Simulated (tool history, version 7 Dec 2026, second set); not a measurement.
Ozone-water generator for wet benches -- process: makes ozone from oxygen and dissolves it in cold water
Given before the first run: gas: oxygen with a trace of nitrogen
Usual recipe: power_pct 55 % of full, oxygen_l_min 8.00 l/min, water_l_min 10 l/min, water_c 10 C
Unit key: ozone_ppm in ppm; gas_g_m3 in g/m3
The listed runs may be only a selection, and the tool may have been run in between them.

{"run": 1, "hour": 0.0, "power_pct": 55, "oxygen_l_min": 8.0, "water_l_min": 10, "water_c": 10, "ozone_ppm": 44.0, "gas_g_m3": 199.5}
{"run": 2, "hour": 73.7, "power_pct": 55, "oxygen_l_min": 5.45, "water_l_min": 10, "water_c": 10, "ozone_ppm": 47.1, "gas_g_m3": 248.5}
{"run": 3, "hour": 147.3, "power_pct": 55, "oxygen_l_min": 5.45, "water_l_min": 10, "water_c": 10, "ozone_ppm": 46.8, "gas_g_m3": 244.2}
{"run": 4, "hour": 231.5, "power_pct": 55, "oxygen_l_min": 5.45, "water_l_min": 10, "water_c": 10, "ozone_ppm": 46.4, "gas_g_m3": 243.0}
{"run": 5, "hour": 281.6, "power_pct": 55, "oxygen_l_min": 5.45, "water_l_min": 10, "water_c": 6, "ozone_ppm": 49.5, "gas_g_m3": 243.7}
{"run": 6, "hour": 370.5, "power_pct": 55, "oxygen_l_min": 8.0, "water_l_min": 10, "water_c": 11, "ozone_ppm": 42.4, "gas_g_m3": 195.8}
{"run": 7, "hour": 413.7, "power_pct": 55, "oxygen_l_min": 8.0, "water_l_min": 10, "water_c": 11, "ozone_ppm": 42.6, "gas_g_m3": 195.0}
{"run": 8, "hour": 479.3, "power_pct": 55, "oxygen_l_min": 8.0, "water_l_min": 10, "water_c": 11, "ozone_ppm": 42.1, "gas_g_m3": 196.3}
{"run": 9, "hour": 530.2, "power_pct": 55, "oxygen_l_min": 8.0, "water_l_min": 9, "water_c": 10, "ozone_ppm": 45.9, "gas_g_m3": 195.5}
{"run": 10, "hour": 586.3, "power_pct": 55, "oxygen_l_min": 8.0, "water_l_min": 15, "water_c": 10, "ozone_ppm": 32.3, "gas_g_m3": 192.9}
{"run": 11, "hour": 627.7, "power_pct": 55, "oxygen_l_min": 8.0, "water_l_min": 15, "water_c": 10, "ozone_ppm": 31.9, "gas_g_m3": 197.7}
{"run": 12, "hour": 688.4, "power_pct": 55, "oxygen_l_min": 8.0, "water_l_min": 15, "water_c": 10, "ozone_ppm": 31.6, "gas_g_m3": 193.9}
{"run": 13, "hour": 786.9, "power_pct": 55, "oxygen_l_min": 8.0, "water_l_min": 15, "water_c": 10, "ozone_ppm": 31.6, "gas_g_m3": 194.1}
{"run": 14, "hour": 864.3, "power_pct": 55, "oxygen_l_min": 8.0, "water_l_min": 6, "water_c": 10, "ozone_ppm": 55.1, "gas_g_m3": 192.5}
{"run": 15, "hour": 945.7, "power_pct": 55, "oxygen_l_min": 8.0, "water_l_min": 6, "water_c": 10, "ozone_ppm": 55.9, "gas_g_m3": 192.7}
{"run": 16, "hour": 1046.0, "power_pct": 55, "oxygen_l_min": 8.0, "water_l_min": 6, "water_c": 10, "ozone_ppm": 55.0, "gas_g_m3": 192.1}
{"run": 17, "hour": 1110.6, "power_pct": 55, "oxygen_l_min": 10.64, "water_l_min": 12, "water_c": 10, "ozone_ppm": 34.9, "gas_g_m3": 162.3}
{"run": 18, "hour": 1209.6, "power_pct": 55, "oxygen_l_min": 10.64, "water_l_min": 12, "water_c": 10, "ozone_ppm": 35.1, "gas_g_m3": 162.6}
{"run": 19, "hour": 1252.5, "power_pct": 55, "oxygen_l_min": 10.64, "water_l_min": 12, "water_c": 10, "ozone_ppm": 35.1, "gas_g_m3": 164.4}
{"run": 20, "hour": 1344.9, "power_pct": 63, "oxygen_l_min": 6.47, "water_l_min": 13, "water_c": 7, "ozone_ppm": 41.3, "gas_g_m3": 238.8}
{"run": 21, "hour": 1403.4, "power_pct": 63, "oxygen_l_min": 6.47, "water_l_min": 13, "water_c": 7, "ozone_ppm": 41.1, "gas_g_m3": 235.4}
{"run": 22, "hour": 1494.6, "power_pct": 92, "oxygen_l_min": 8.38, "water_l_min": 6, "water_c": 10, "ozone_ppm": 78.4, "gas_g_m3": 268.6}
{"run": 23, "hour": 1595.6, "power_pct": 48, "oxygen_l_min": 8.0, "water_l_min": 14, "water_c": 7, "ozone_ppm": 30.8, "gas_g_m3": 171.0}
{"run": 24, "hour": 1682.5, "power_pct": 62, "oxygen_l_min": 12.07, "water_l_min": 6, "water_c": 17, "ozone_ppm": 41.6, "gas_g_m3": 164.8}
{"run": 25, "hour": 1769.4, "power_pct": 62, "oxygen_l_min": 8.49, "water_l_min": 6, "water_c": 13, "ozone_ppm": 53.4, "gas_g_m3": 198.3}
{"run": 26, "hour": 1870.3, "power_pct": 62, "oxygen_l_min": 5.48, "water_l_min": 6, "water_c": 13, "ozone_ppm": 59.9, "gas_g_m3": 252.4}
{"run": 27, "hour": 1929.7, "power_pct": 62, "oxygen_l_min": 5.48, "water_l_min": 6, "water_c": 13, "ozone_ppm": 60.9, "gas_g_m3": 253.3}
{"run": 28, "hour": 1999.1, "power_pct": 48, "oxygen_l_min": 9.47, "water_l_min": 6, "water_c": 7, "ozone_ppm": 48.9, "gas_g_m3": 153.8}
{"run": 29, "hour": 2086.8, "power_pct": 48, "oxygen_l_min": 9.47, "water_l_min": 6, "water_c": 7, "ozone_ppm": 48.9, "gas_g_m3": 155.1}
{"run": 30, "hour": 2166.3, "power_pct": 48, "oxygen_l_min": 9.47, "water_l_min": 6, "water_c": 7, "ozone_ppm": 48.7, "gas_g_m3": 153.7}
{"run": 31, "hour": 2242.9, "power_pct": 48, "oxygen_l_min": 9.47, "water_l_min": 6, "water_c": 7, "ozone_ppm": 48.1, "gas_g_m3": 154.5}
{"run": 32, "hour": 2322.3, "power_pct": 48, "oxygen_l_min": 9.47, "water_l_min": 6, "water_c": 7, "ozone_ppm": 48.9, "gas_g_m3": 153.3}

How would selected steps in ozone_ppm from run to run divide? Give the signed amount a tool lacking its hidden state would still show from settings, what came in and random variation, and the signed amount left for the hidden state, including any gauge scatter that is not in both of the compared results.
The tool's hidden condition here consists of: yield of the discharge, % of new electrodes'; contactor's efficiency, % of a clean one's; true water temperature over the reading, C; drift of the gauge itself on ozone_ppm, %; drift of the gauge itself on gas_g_m3, %.
Run 13 -> 14: water_l_min 15 -> 6. ozone_ppm +23.5 ppm: hidden state -1.2, all else +24.7.
Run 21 -> 22: power_pct 63 -> 92, oxygen_l_min 6.47 -> 8.38, water_l_min 13 -> 6, water_c 7 -> 10. ozone_ppm +37.3 ppm: hidden state -6.5, all else +43.8.
Run 22 -> 23: power_pct 92 -> 48, oxygen_l_min 8.38 -> 8.00, water_l_min 6 -> 14, water_c 10 -> 7. ozone_ppm -47.6 ppm: hidden state +8.7, all else -56.3.
Run 27 -> 28: power_pct 62 -> 48, oxygen_l_min 5.48 -> 9.47, water_c 13 -> 7. ozone_ppm -12.0 ppm: hidden state +3.1, all else -15.1.
